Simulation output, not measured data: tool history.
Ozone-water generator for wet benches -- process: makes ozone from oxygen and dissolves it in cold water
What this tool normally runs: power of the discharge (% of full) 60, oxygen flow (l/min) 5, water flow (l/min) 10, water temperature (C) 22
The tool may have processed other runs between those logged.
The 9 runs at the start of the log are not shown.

run    hour  power of the discharge (% of full)  oxygen flow (l/min)  water flow (l/min)  water temperature (C)  dissolved ozone (ppm)  ozone in the gas ahead of the water (g/m3)
 10  1062.8                                  60                    5                  10                     15                   21.6                                       184.2
 11  1206.2                                  60                    5                  10                     22                   18.3                                       184.6
 12  1321.3                                  60                    5                  10                     14                   21.5                                       181.7
 13  1450.6                                  60                    5                  10                     14                   21.8                                       181.2
 14  1531.3                                  60                    5                  10                     14                   21.1                                       181.9
 15    1617                                  60                    5                  10                     14                   21.1                                       180.8
 16  1684.5                                  60                    5                  10                     14                   21.3                                       177.6
 17  1801.1                                  60                    5                   8                     14                   25.1                                       181.3
 18  1965.8                                  60                    5                   8                     14                     25                                       180.2
 19  2108.9                                  44                    5                  13                     23                   11.5                                       141.4
 20  2255.2                                  43                 2.92                   9                     23                   16.9                                       193.7
 21  2327.6                                  60                 2.92                   9                     19                   22.9                                       247.9
 22  2469.5                                  51                    5                  10                     22                   15.9                                       156.6
 23  2537.2                                  48                 6.38                  14                     26                   10.1                                       127.8
 24  2606.2                                  48                 6.38                  14                     26                    9.9                                       127.5
 25  2690.7                                  82                 6.38                  10                     26                   18.5                                         189
 26  2856.9                                  60                 3.94                   9                     22                     20                                       200.5
 27  2974.7                                  60                    5                   8                     17                   22.5                                         173
 28  3132.2                                  91                 6.17                   7                     14                     33                                       201.6
 29  3249.5                                  51                 6.17                   7                     17                   20.1                                       133.5
 30  3372.7                                  51                 6.17                   7                     17                   20.2                                         132
 31  3504.3                                  60                    5                  10                     15                   19.3                                       168.2
 32  3617.8                                  60                    5                  10                     15                   19.2                                       168.6
 33  3713.9                                  60                    5                  10                     15                   19.2                                       168.9

Forecast each of these 3 alternatives for the next run:
  A  3857.2                                  72                 4.63                  10                     15                      ?                                           ?
  B  3857.2                                  48                    5                  10                     22                      ?                                           ?
  C  3857.2                                  86                    5                   6                     15                      ?                                           ?

run  dissolved ozone (ppm)  ozone in the gas ahead of the water (g/m3)
  A                   21.8                                         200
  B                   14.4                                       143.7
  C                   34.8                                       215.9
With the hidden condition removed and each run's random variation left untouched, the same runs would have given:
run  dissolved ozone (ppm)  ozone in the gas ahead of the water (g/m3)
  A                   29.4                                       256.1
  B                   17.9                                       170.6
  C                   48.2                                       286.1
